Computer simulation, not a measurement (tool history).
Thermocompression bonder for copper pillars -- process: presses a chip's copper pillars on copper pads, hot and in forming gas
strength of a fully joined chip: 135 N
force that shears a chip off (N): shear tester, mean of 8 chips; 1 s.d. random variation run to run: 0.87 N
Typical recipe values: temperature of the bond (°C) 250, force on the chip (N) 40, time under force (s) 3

run	hour	temperature of the bond (°C)	force on the chip (N)	time under force (s)	force that shears a chip off (N)
1	0.0	250	40	3	65.9
2	33.5	250	40	3	66.3
# hour 40.3: forming gas filter changed
3	64.1	250	40	7	88.8
4	87.3	250	40	3	68.2
5	123.7	250	40	3	69.0
6	161.6	247	40	3	67.8
7	191.3	247	40	3	65.6
8	211.6	250	40	3	68.5
9	234.4	250	34	3	62.8
10	257.0	250	34	3	61.6
# hour 261.5: heater calibrated with a thermocouple chip
11	284.9	250	34	3	61.4
12	310.2	250	34	3	60.9
13	340.8	250	34	3	60.2
14	377.5	250	32	8	80.4
15	415.2	266	40	3	73.4
16	432.6	266	40	3	75.8
17	457.6	266	32	2	58.2
# hour 480.2: heater calibrated with a thermocouple chip, once more
18	500.2	250	49	4	78.8
19	539.7	264	40	7	91.6
20	560.2	277	40	3	81.2
# hour 584.3: forming gas filter changed
21	584.3	250	49	4	84.6
22	615.4	267	40	3	80.5
23	634.2	267	31	3	72.2
24	669.2	267	31	3	71.5
25	695.1	227	31	3	47.7

Below are 5 alternative next runs, each starting from the tool's condition after run 25. Predict each:
A	723.5	269	40	3	?
B	723.5	250	40	8	?
C	723.5	250	27	2	?
D	723.5	278	30	5	?
E	723.5	230	31	2	?

run	force that shears a chip off (N)
A	79.3
B	90.4
C	48.4
D	89.2
E	41.2
What these runs would have given with no unlogged condition in the tool:
run	force that shears a chip off (N)
A	81.8
B	93.0
C	50.1
D	91.9
E	42.7
